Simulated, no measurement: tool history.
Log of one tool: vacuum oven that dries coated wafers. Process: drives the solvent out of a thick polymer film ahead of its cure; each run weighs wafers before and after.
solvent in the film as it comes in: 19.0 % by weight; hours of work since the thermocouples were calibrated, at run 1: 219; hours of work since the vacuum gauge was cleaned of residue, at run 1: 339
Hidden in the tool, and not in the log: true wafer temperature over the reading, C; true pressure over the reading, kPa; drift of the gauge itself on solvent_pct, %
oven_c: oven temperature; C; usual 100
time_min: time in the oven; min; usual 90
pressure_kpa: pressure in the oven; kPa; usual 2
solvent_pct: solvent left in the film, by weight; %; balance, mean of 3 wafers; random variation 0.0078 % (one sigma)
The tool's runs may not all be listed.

run,hour,oven_c,time_min,pressure_kpa,hours of work since the thermocouples were calibrated,hours of work since the vacuum gauge was cleaned of residue,solvent_pct
1,0,100,90,2,219,339,1.05
2,10.7,100,61,2,226,346,2.16
3,28.4,100,90,2,237,358,1.044
4,51.7,100,90,3.54,252,373,1.363
5,71.5,100,113,2,264,385,0.707
6,87,100,113,2,274,395,0.716
7,97.9,100,113,2,281,402,0.718
8,121.1,100,113,2,296,417,0.704
9,132.4,100,113,3.75,303,424,1.084
10,146,100,113,3.75,312,433,1.062
11,159.4,100,113,3.75,321,441,1.067
12,182.3,100,90,4.65,335,456,1.581
13,202.8,100,90,4.65,349,469,1.575
14,221.8,100,90,4.65,361,481,1.57
15,233.5,100,90,4.65,368,489,1.58
16,244.4,109,90,2,375,496,0.377
17,260.3,109,90,2,385,506,0.376
18,276.8,86,90,2,396,517,5.073
19,291.1,100,45,2,405,526,3.451
20,303.6,100,90,2,413,534,1.04
21,319.8,96,90,2,423,544,1.782
22,343.1,96,90,2,438,559,1.772
23,358.1,100,90,1.16,448,569,0.864
24,375.5,100,111,5.7,459,580,1.475
25,398.4,107,84,2.37,474,595,0.549
26,417.4,98,93,1.31,486,607,1.134
27,428.9,109,93,1.1,493,614,0.23
28,441.7,107,90,1.52,501,622,0.348
29,454,107,90,1.52,509,630,0.361
30,466,101,76,7.59,517,638,2.328
31,488.3,100,120,1.26,531,652,0.505
32,503.6,105,53,1.26,541,662,1.325
33,525.2,108,110,2.81,555,676,0.492
34,539.5,108,110,2.81,564,685,0.486
35,555.3,108,110,2.81,574,695,0.496
36,567.3,108,110,2.81,582,703,0.484
37,583.3,108,110,1.63,592,713,0.307
38,605.1,108,110,1.63,606,727,0.293
39,625.7,108,110,1.63,619,740,0.308
40,644,100,54,3.45,631,752,2.855
41,667.1,100,54,1.2,646,767,2.431
42,687.7,100,58,3.59,659,780,2.59
43,697.9,89,102,4.12,666,786,3.847
44,716.1,89,102,4.12,677,798,3.817
45,733.6,106,56,4.12,688,809,1.451
46,752.4,103,128,6.97,700,821,1.392

4 ways to go on from here, each from the tool as it stands after run 46. What would each give?
A,775.8,102,128,2.78,715,836,?
B,775.8,100,90,1.62,715,836,?
C,775.8,92,65,3.65,715,836,?
D,775.8,112,51,2,715,836,?

run,solvent_pct
A,0.653
B,0.955
C,4.767
D,0.582
Without the tool's hidden state the same runs would have given:
run,solvent_pct
A,0.625
B,0.961
C,4.862
D,0.581
